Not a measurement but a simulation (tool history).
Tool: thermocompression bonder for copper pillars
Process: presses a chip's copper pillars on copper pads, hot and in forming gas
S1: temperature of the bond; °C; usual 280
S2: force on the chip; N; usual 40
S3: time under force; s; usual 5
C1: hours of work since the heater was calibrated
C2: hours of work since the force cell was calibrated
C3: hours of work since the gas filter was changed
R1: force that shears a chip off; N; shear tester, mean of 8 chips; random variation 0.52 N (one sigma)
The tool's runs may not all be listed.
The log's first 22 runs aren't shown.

| run | hour | S1 | S2 | S3 | C1 | C2 | C3 | R1 |
|---|---|---|---|---|---|---|---|---|
| 23 | 639 | 303 | 25 | 10 | 466 | 713 | 30 | 63.5 |
| 24 | 661.8 | 259 | 30 | 9 | 483 | 731 | 47 | 40.5 |
| 25 | 700.7 | 259 | 30 | 9 | 512 | 760 | 76 | 40 |
| 26 | 729 | 293 | 29 | 9 | 534 | 781 | 97 | 63.5 |
| 27 | 754.2 | 279 | 55 | 9 | 553 | 800 | 116 | 94.4 |
| 28 | 786.5 | 273 | 32 | 8 | 577 | 824 | 141 | 52.2 |
| 29 | 813.4 | 277 | 32 | 13 | 597 | 845 | 161 | 65.3 |
| 30 | 854.7 | 263 | 52 | 12 | 628 | 876 | 192 | 84.1 |
| 31 | 881.7 | 263 | 52 | 12 | 649 | 896 | 212 | 84.9 |
|  | 886.5 | heater calibrated with a thermocouple chip |
| 32 | 925.2 | 263 | 52 | 12 | 29 | 927 | 244 | 77.8 |
| 33 | 947.6 | 280 | 36 | 4 | 46 | 944 | 261 | 46 |
| 34 | 969.8 | 287 | 40 | 14 | 63 | 961 | 277 | 84 |

3 ways to go on from here, each from the tool as it stands after run 34. What would each give?
| A | 995.4 | 256 | 26 | 9 | 82 | 980 | 297 | ? |
| B | 995.4 | 255 | 40 | 14 | 82 | 980 | 297 | ? |
| C | 995.4 | 287 | 31 | 11 | 82 | 980 | 297 | ? |

| run | R1 |
|---|---|
| A | 29.2 |
| B | 58 |
| C | 62.5 |
Without the tool's hidden state the same runs would have given:
| run | R1 |
|---|---|
| A | 26.5 |
| B | 54 |
| C | 58.6 |
